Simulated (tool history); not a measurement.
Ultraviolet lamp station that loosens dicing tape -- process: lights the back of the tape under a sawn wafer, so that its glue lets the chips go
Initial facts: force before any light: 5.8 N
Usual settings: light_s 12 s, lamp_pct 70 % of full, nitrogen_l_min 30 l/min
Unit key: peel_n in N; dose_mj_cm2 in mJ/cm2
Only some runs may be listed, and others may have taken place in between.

run 1 hour=0 | light_s=12 lamp_pct=70 nitrogen_l_min=30 | peel_n=0.711 dose_mj_cm2=237
run 2 hour=5.7 | light_s=12 lamp_pct=70 nitrogen_l_min=30 | peel_n=0.716 dose_mj_cm2=235
run 3 hour=13.5 | light_s=12 lamp_pct=70 nitrogen_l_min=30 | peel_n=0.731 dose_mj_cm2=237
run 4 hour=19.3 | light_s=12 lamp_pct=70 nitrogen_l_min=15 | peel_n=1.161 dose_mj_cm2=239
run 5 hour=26.4 | light_s=12 lamp_pct=70 nitrogen_l_min=15 | peel_n=1.117 dose_mj_cm2=236
run 6 hour=31.4 | light_s=12 lamp_pct=70 nitrogen_l_min=15 | peel_n=1.083 dose_mj_cm2=236
run 7 hour=38.2 | light_s=12 lamp_pct=70 nitrogen_l_min=15 | peel_n=1.14 dose_mj_cm2=240
run 8 hour=44 | light_s=12 lamp_pct=70 nitrogen_l_min=15 | peel_n=1.098 dose_mj_cm2=238
run 9 hour=52.3 | light_s=10 lamp_pct=70 nitrogen_l_min=30 | peel_n=1.031 dose_mj_cm2=197
run 10 hour=58.7 | light_s=20 lamp_pct=84 nitrogen_l_min=11 | peel_n=0.352 dose_mj_cm2=465
run 11 hour=63.6 | light_s=20 lamp_pct=84 nitrogen_l_min=11 | peel_n=0.344 dose_mj_cm2=467
run 12 hour=70.6 | light_s=20 lamp_pct=84 nitrogen_l_min=11 | peel_n=0.358 dose_mj_cm2=464
run 13 hour=75.6 | light_s=20 lamp_pct=84 nitrogen_l_min=11 | peel_n=0.354 dose_mj_cm2=462
run 14 hour=81.3 | light_s=20 lamp_pct=84 nitrogen_l_min=53 | peel_n=0.105 dose_mj_cm2=465
run 15 hour=87.1 | light_s=20 lamp_pct=84 nitrogen_l_min=53 | peel_n=0.107 dose_mj_cm2=460
run 16 hour=94.3 | light_s=10 lamp_pct=75 nitrogen_l_min=10 | peel_n=1.717 dose_mj_cm2=206
run 17 hour=103.7 | light_s=10 lamp_pct=75 nitrogen_l_min=10 | peel_n=1.732 dose_mj_cm2=200

Subtracting, for every run, the result it would have given without the tool's unlogged condition from the measured result gives the following. The same run-to-run variation enters both numbers; the gauge's scatter may not:
Hidden state at play: lamp's light, % of a new lamp's; light that the window lets through, % of a clean one's; drift of the gauge itself on peel_n, %; drift of the gauge itself on dose_mj_cm2, %.
run=1 peel_n=+0.055 dose_mj_cm2=-10
run=2 peel_n=+0.058 dose_mj_cm2=-10
run=3 peel_n=+0.063 dose_mj_cm2=-11
run=4 peel_n=+0.086 dose_mj_cm2=-11
run=5 peel_n=+0.086 dose_mj_cm2=-12
run=6 peel_n=+0.085 dose_mj_cm2=-12
run=7 peel_n=+0.094 dose_mj_cm2=-13
run=8 peel_n=+0.094 dose_mj_cm2=-13
run=9 peel_n=+0.097 dose_mj_cm2=-12
run=10 peel_n=+0.047 dose_mj_cm2=-28
run=11 peel_n=+0.048 dose_mj_cm2=-29
run=12 peel_n=+0.053 dose_mj_cm2=-31
run=13 peel_n=+0.052 dose_mj_cm2=-31
run=14 peel_n=+0.012 dose_mj_cm2=-32
run=15 peel_n=+0.012 dose_mj_cm2=-33
run=16 peel_n=+0.149 dose_mj_cm2=-15
run=17 peel_n=+0.156 dose_mj_cm2=-16
